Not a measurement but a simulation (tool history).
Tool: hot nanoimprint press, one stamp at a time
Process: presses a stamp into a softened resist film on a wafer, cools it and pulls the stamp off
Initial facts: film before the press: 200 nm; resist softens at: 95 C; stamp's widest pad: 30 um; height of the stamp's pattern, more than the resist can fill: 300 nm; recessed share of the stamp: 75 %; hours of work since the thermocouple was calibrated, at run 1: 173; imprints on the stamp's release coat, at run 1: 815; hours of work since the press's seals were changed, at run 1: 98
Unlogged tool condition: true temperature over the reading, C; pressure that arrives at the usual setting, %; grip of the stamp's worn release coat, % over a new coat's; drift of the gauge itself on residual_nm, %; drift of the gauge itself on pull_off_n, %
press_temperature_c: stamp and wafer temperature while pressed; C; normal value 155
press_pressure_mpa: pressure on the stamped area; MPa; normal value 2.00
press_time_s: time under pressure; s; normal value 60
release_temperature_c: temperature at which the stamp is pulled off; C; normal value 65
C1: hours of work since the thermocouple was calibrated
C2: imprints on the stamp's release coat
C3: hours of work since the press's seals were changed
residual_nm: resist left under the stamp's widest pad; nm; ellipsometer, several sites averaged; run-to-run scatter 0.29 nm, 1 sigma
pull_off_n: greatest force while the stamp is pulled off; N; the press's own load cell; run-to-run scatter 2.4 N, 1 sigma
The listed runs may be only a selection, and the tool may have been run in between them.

{"run": 1, "hour": 0.0, "press_temperature_c": 155, "press_pressure_mpa": 2.0, "press_time_s": 60, "release_temperature_c": 65, "C1": 173, "C2": 815, "C3": 98, "residual_nm": 105.7, "pull_off_n": 140}
{"run": 2, "hour": 22.1, "press_temperature_c": 155, "press_pressure_mpa": 2.0, "press_time_s": 60, "release_temperature_c": 65, "C1": 188, "C2": 894, "C3": 114, "residual_nm": 105.1, "pull_off_n": 144}
{"run": 3, "hour": 45.0, "press_temperature_c": 155, "press_pressure_mpa": 2.0, "press_time_s": 60, "release_temperature_c": 65, "C1": 205, "C2": 976, "C3": 130, "residual_nm": 104.7, "pull_off_n": 157}
{"run": 4, "hour": 85.1, "press_temperature_c": 155, "press_pressure_mpa": 2.0, "press_time_s": 60, "release_temperature_c": 65, "C1": 233, "C2": 1120, "C3": 158, "residual_nm": 104.6, "pull_off_n": 152}
{"hour": 118.1, "done": "plate thermocouple calibrated"}
{"run": 5, "hour": 120.8, "press_temperature_c": 155, "press_pressure_mpa": 2.0, "press_time_s": 60, "release_temperature_c": 65, "C1": 2, "C2": 1237, "C3": 181, "residual_nm": 108.0, "pull_off_n": 169}
{"run": 6, "hour": 150.0, "press_temperature_c": 155, "press_pressure_mpa": 2.0, "press_time_s": 60, "release_temperature_c": 65, "C1": 23, "C2": 1342, "C3": 202, "residual_nm": 107.4, "pull_off_n": 171}
{"hour": 167.0, "done": "stamp cleaned and given a new release coat"}
{"run": 7, "hour": 176.3, "press_temperature_c": 155, "press_pressure_mpa": 2.0, "press_time_s": 60, "release_temperature_c": 65, "C1": 37, "C2": 33, "C3": 216, "residual_nm": 107.1, "pull_off_n": 109}
{"run": 8, "hour": 205.1, "press_temperature_c": 155, "press_pressure_mpa": 2.0, "press_time_s": 60, "release_temperature_c": 65, "C1": 57, "C2": 137, "C3": 237, "residual_nm": 106.8, "pull_off_n": 119}
{"run": 9, "hour": 222.3, "press_temperature_c": 155, "press_pressure_mpa": 2.0, "press_time_s": 93, "release_temperature_c": 65, "C1": 69, "C2": 198, "C3": 249, "residual_nm": 91.5, "pull_off_n": 118}
{"run": 10, "hour": 256.4, "press_temperature_c": 155, "press_pressure_mpa": 2.0, "press_time_s": 93, "release_temperature_c": 65, "C1": 93, "C2": 320, "C3": 273, "residual_nm": 91.4, "pull_off_n": 119}
{"run": 11, "hour": 284.3, "press_temperature_c": 155, "press_pressure_mpa": 2.0, "press_time_s": 60, "release_temperature_c": 65, "C1": 113, "C2": 420, "C3": 293, "residual_nm": 106.6, "pull_off_n": 125}
{"run": 12, "hour": 314.8, "press_temperature_c": 155, "press_pressure_mpa": 2.0, "press_time_s": 60, "release_temperature_c": 65, "C1": 135, "C2": 530, "C3": 314, "residual_nm": 105.9, "pull_off_n": 136}
{"run": 13, "hour": 351.5, "press_temperature_c": 155, "press_pressure_mpa": 2.0, "press_time_s": 60, "release_temperature_c": 65, "C1": 161, "C2": 661, "C3": 340, "residual_nm": 105.8, "pull_off_n": 134}
{"run": 14, "hour": 389.2, "press_temperature_c": 155, "press_pressure_mpa": 2.0, "press_time_s": 60, "release_temperature_c": 65, "C1": 187, "C2": 797, "C3": 367, "residual_nm": 105.6, "pull_off_n": 142}
{"run": 15, "hour": 417.4, "press_temperature_c": 155, "press_pressure_mpa": 2.0, "press_time_s": 60, "release_temperature_c": 65, "C1": 207, "C2": 898, "C3": 387, "residual_nm": 104.4, "pull_off_n": 154}
{"run": 16, "hour": 434.6, "press_temperature_c": 166, "press_pressure_mpa": 2.0, "press_time_s": 84, "release_temperature_c": 62, "C1": 219, "C2": 959, "C3": 399, "residual_nm": 50.8, "pull_off_n": 156}
{"run": 17, "hour": 458.3, "press_temperature_c": 166, "press_pressure_mpa": 1.37, "press_time_s": 78, "release_temperature_c": 51, "C1": 236, "C2": 1044, "C3": 416, "residual_nm": 63.0, "pull_off_n": 176}
{"hour": 486.4, "done": "plate thermocouple calibrated"}
{"run": 18, "hour": 498.9, "press_temperature_c": 166, "press_pressure_mpa": 1.37, "press_time_s": 78, "release_temperature_c": 51, "C1": 9, "C2": 1179, "C3": 442, "residual_nm": 65.7, "pull_off_n": 173}
{"run": 19, "hour": 532.4, "press_temperature_c": 166, "press_pressure_mpa": 1.37, "press_time_s": 78, "release_temperature_c": 51, "C1": 33, "C2": 1299, "C3": 466, "residual_nm": 65.6, "pull_off_n": 185}
{"hour": 562.3, "done": "stamp cleaned and given a new release coat"}
{"run": 20, "hour": 572.9, "press_temperature_c": 166, "press_pressure_mpa": 1.37, "press_time_s": 78, "release_temperature_c": 51, "C1": 57, "C2": 38, "C3": 490, "residual_nm": 65.4, "pull_off_n": 121}
{"run": 21, "hour": 589.9, "press_temperature_c": 166, "press_pressure_mpa": 1.37, "press_time_s": 78, "release_temperature_c": 51, "C1": 69, "C2": 99, "C3": 502, "residual_nm": 64.9, "pull_off_n": 124}
{"run": 22, "hour": 607.3, "press_temperature_c": 155, "press_pressure_mpa": 2.41, "press_time_s": 60, "release_temperature_c": 53, "C1": 81, "C2": 162, "C3": 514, "residual_nm": 100.0, "pull_off_n": 129}
{"run": 23, "hour": 648.5, "press_temperature_c": 157, "press_pressure_mpa": 1.71, "press_time_s": 62, "release_temperature_c": 56, "C1": 110, "C2": 309, "C3": 544, "residual_nm": 101.1, "pull_off_n": 131}
{"run": 24, "hour": 688.6, "press_temperature_c": 157, "press_pressure_mpa": 1.71, "press_time_s": 62, "release_temperature_c": 56, "C1": 139, "C2": 453, "C3": 572, "residual_nm": 101.0, "pull_off_n": 136}
{"run": 25, "hour": 719.0, "press_temperature_c": 155, "press_pressure_mpa": 2.34, "press_time_s": 60, "release_temperature_c": 65, "C1": 160, "C2": 562, "C3": 593, "residual_nm": 99.8, "pull_off_n": 132}
{"hour": 746.2, "done": "press's hydraulic seals changed and the load cell set to zero"}
{"run": 26, "hour": 754.1, "press_temperature_c": 162, "press_pressure_mpa": 2.34, "press_time_s": 32, "release_temperature_c": 65, "C1": 179, "C2": 659, "C3": 6, "residual_nm": 87.6, "pull_off_n": 140}
{"run": 27, "hour": 792.3, "press_temperature_c": 145, "press_pressure_mpa": 2.0, "press_time_s": 32, "release_temperature_c": 68, "C1": 206, "C2": 796, "C3": 33, "residual_nm": 174.2, "pull_off_n": 136}
{"run": 28, "hour": 816.5, "press_temperature_c": 162, "press_pressure_mpa": 1.62, "press_time_s": 87, "release_temperature_c": 65, "C1": 223, "C2": 883, "C3": 50, "residual_nm": 67.8, "pull_off_n": 153}
{"run": 29, "hour": 854.3, "press_temperature_c": 162, "press_pressure_mpa": 1.62, "press_time_s": 87, "release_temperature_c": 65, "C1": 250, "C2": 1019, "C3": 76, "residual_nm": 67.9, "pull_off_n": 154}

Across each entry between runs, compare the hidden state at the last listed run before it with the hidden state at the first listed run after it:
Runs 4 to 5: plate thermocouple calibrated (hour 118.1)
  true temperature over the reading, C: 0.65 -> -0.01; pressure that arrives at the usual setting, %: 99.34 -> 99.24; grip of the stamp's worn release coat, % over a new coat's: 47.7 -> 53.1
  measured result minus the result with no hidden state, residual_nm: -3.2 -> +0.4 nm; pull_off_n: +48 -> +58 N
Runs 6 to 7: stamp cleaned and given a new release coat (hour 167.0)
  true temperature over the reading, C: 0.05 -> 0.1; pressure that arrives at the usual setting, %: 99.16 -> 99.1; grip of the stamp's worn release coat, % over a new coat's: 58.1 -> 1.3
  measured result minus the result with no hidden state, residual_nm: +0.1 -> -0.2 nm; pull_off_n: +63 -> +1 N
Runs 17 to 18: plate thermocouple calibrated (hour 486.4)
  true temperature over the reading, C: 0.73 -> 0; pressure that arrives at the usual setting, %: 98.26 -> 98.15; grip of the stamp's worn release coat, % over a new coat's: 44.2 -> 50.4
  measured result minus the result with no hidden state, residual_nm: -2.0 -> +0.4 nm; pull_off_n: +53 -> +59 N
Runs 19 to 20: stamp cleaned and given a new release coat (hour 562.3)
  true temperature over the reading, C: 0.08 -> 0.17; pressure that arrives at the usual setting, %: 98.05 -> 97.94; grip of the stamp's worn release coat, % over a new coat's: 56.1 -> 1.5
  measured result minus the result with no hidden state, residual_nm: +0.1 -> -0.2 nm; pull_off_n: +66 -> +2 N
Runs 25 to 26: press's hydraulic seals changed and the load cell set to zero (hour 746.2)
  true temperature over the reading, C: 0.5 -> 0.57; pressure that arrives at the usual setting, %: 97.51 -> 99.89; grip of the stamp's worn release coat, % over a new coat's: 22.9 -> 27
  measured result minus the result with no hidden state, residual_nm: -1.4 -> -2.4 nm; pull_off_n: +25 -> +29 N
